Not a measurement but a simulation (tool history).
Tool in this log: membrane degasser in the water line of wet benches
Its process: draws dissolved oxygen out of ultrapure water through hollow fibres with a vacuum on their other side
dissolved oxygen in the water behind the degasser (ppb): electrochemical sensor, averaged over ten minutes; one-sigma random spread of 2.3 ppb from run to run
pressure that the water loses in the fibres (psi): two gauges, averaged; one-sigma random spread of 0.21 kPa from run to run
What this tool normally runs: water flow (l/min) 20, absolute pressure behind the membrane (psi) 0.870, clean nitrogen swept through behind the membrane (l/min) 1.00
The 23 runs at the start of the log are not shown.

| run | hour | water flow (l/min) | absolute pressure behind the membrane (psi) | clean nitrogen swept through behind the membrane (l/min) | hours since the membrane was changed | hours since the vacuum gauge was calibrated | hours since the vacuum lines were made tight | dissolved oxygen in the water behind the degasser (ppb) | pressure that the water loses in the fibres (psi) |
|---|---|---|---|---|---|---|---|---|---|
| 24 | 1033.9 | 20 | 0.946 | 1.28 | 1368 | 1942 | 2106 | 221.5 | 7.319 |
| 25 | 1065.1 | 17 | 0.544 | 1.00 | 1400 | 1973 | 2137 | 94.2 | 6.164 |
| 26 | 1108.2 | 20 | 0.612 | 2.42 | 1443 | 2016 | 2180 | 131.1 | 7.298 |
| 27 | 1155.6 | 18 | 0.793 | 1.27 | 1490 | 2064 | 2228 | 160.2 | 6.563 |
| 28 | 1192.8 | 13 | 0.870 | 1.24 | 1527 | 2101 | 2265 | 104.4 | 4.779 |
| 29 | 1234.1 | 29 | 0.711 | 0.43 | 1569 | 2142 | 2306 | 423.7 | 10.533 |
| 30 | 1291.1 | 13 | 0.870 | 0.50 | 1626 | 2199 | 2363 | 193.0 | 4.749 |
| 31 | 1328.9 | 13 | 0.870 | 0.50 | 1663 | 2237 | 2401 | 189.6 | 4.711 |

Forecast each of these 5 alternatives for the next run:
| A | 1369.6 | 19 | 0.870 | 1.52 | 1704 | 2278 | 2442 | ? | ? |
| B | 1369.6 | 20 | 0.870 | 0.66 | 1704 | 2278 | 2442 | ? | ? |
| C | 1369.6 | 25 | 0.835 | 0.85 | 1704 | 2278 | 2442 | ? | ? |
| D | 1369.6 | 22 | 0.793 | 1.00 | 1704 | 2278 | 2442 | ? | ? |
| E | 1369.6 | 19 | 0.805 | 1.52 | 1704 | 2278 | 2442 | ? | ? |

| run | dissolved oxygen in the water behind the degasser (ppb) | pressure that the water loses in the fibres (psi) |
|---|---|---|
| A | 175.3 | 6.971 |
| B | 283.8 | 7.366 |
| C | 327.0 | 9.121 |
| D | 247.9 | 8.077 |
| E | 164.8 | 6.934 |
Without the tool's unlogged condition, the same runs would have read:
| run | dissolved oxygen in the water behind the degasser (ppb) | pressure that the water loses in the fibres (psi) |
|---|---|---|
| A | 175.1 | 6.807 |
| B | 283.7 | 7.194 |
| C | 326.7 | 8.907 |
| D | 247.7 | 7.887 |
| E | 164.6 | 6.772 |
